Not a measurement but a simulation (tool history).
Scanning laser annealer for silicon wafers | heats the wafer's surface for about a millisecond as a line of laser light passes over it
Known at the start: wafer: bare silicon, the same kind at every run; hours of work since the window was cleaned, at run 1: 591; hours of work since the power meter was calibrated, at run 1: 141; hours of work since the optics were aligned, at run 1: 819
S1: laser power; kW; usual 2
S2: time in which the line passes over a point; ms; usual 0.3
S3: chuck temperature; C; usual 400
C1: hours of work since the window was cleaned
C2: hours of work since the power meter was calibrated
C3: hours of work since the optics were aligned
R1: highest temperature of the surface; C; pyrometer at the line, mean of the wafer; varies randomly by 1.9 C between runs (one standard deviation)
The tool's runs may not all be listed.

| run | hour | S1 | S2 | S3 | C1 | C2 | C3 | R1 |
|---|---|---|---|---|---|---|---|---|
| 1 | 0 | 2 | 0.3 | 400 | 591 | 141 | 819 | 1101 |
| 2 | 5.6 | 2 | 0.3 | 400 | 594 | 143 | 822 | 1099 |
| 3 | 17.3 | 2 | 0.3 | 400 | 599 | 149 | 827 | 1099 |
| 4 | 23.5 | 2 | 0.3 | 400 | 602 | 151 | 830 | 1097 |
| 5 | 34.2 | 2 | 0.3 | 400 | 607 | 156 | 834 | 1101 |
| 6 | 46.3 | 2 | 0.3 | 400 | 612 | 162 | 840 | 1098 |
| 7 | 52.8 | 2 | 0.3 | 400 | 615 | 164 | 843 | 1100 |
| 8 | 58.5 | 2 | 0.3 | 400 | 617 | 167 | 845 | 1097 |
| 9 | 64 | 2 | 0.3 | 400 | 620 | 169 | 848 | 1102 |
| 10 | 70.3 | 2 | 0.3 | 400 | 623 | 172 | 850 | 1092 |
| 11 | 78 | 2 | 0.3 | 400 | 626 | 176 | 854 | 1095 |
|  | 93.4 | window over the wafer cleaned |
| 12 | 93.4 | 2 | 0.284 | 400 | 0 | 182 | 860 | 1129 |
| 13 | 104.8 | 2 | 0.317 | 400 | 5 | 187 | 865 | 1174 |
| 14 | 118.2 | 2 | 0.317 | 400 | 11 | 193 | 871 | 1166 |
| 15 | 124.2 | 2.18 | 0.225 | 411 | 14 | 195 | 873 | 1134 |
| 16 | 135.3 | 2.17 | 0.225 | 411 | 19 | 200 | 878 | 1131 |
| 17 | 141.9 | 2.071 | 0.3 | 400 | 22 | 203 | 881 | 1183 |
| 18 | 149.9 | 2.098 | 0.25 | 375 | 25 | 207 | 885 | 1099 |
| 19 | 159.1 | 2.098 | 0.25 | 375 | 29 | 211 | 889 | 1099 |
| 20 | 170 | 2.098 | 0.254 | 365 | 34 | 216 | 894 | 1096 |
| 21 | 178.4 | 2.098 | 0.25 | 400 | 38 | 219 | 897 | 1123 |
| 22 | 188.5 | 2.098 | 0.25 | 400 | 42 | 224 | 902 | 1126 |
| 23 | 200.7 | 2 | 0.334 | 403 | 48 | 229 | 907 | 1189 |
| 24 | 213.4 | 2 | 0.334 | 403 | 53 | 235 | 913 | 1190 |
| 25 | 223.4 | 2 | 0.334 | 403 | 58 | 239 | 917 | 1187 |
| 26 | 235.7 | 1.845 | 0.314 | 383 | 63 | 245 | 923 | 1073 |
| 27 | 249.1 | 2.085 | 0.218 | 402 | 69 | 251 | 929 | 1070 |

Describe how what the log doesn't record of the tool's condition differs between the last listed run preceding each entry between runs and the first listed run following it.
Runs 11 to 12: window over the wafer cleaned (hour 93.4)
  light that passes the window, % of a clean one's: 94.18 -> 99.99; width of the line over the set one, %: 1.46 -> 1.47
  measured minus no-state result, R1: -61 -> -6 C
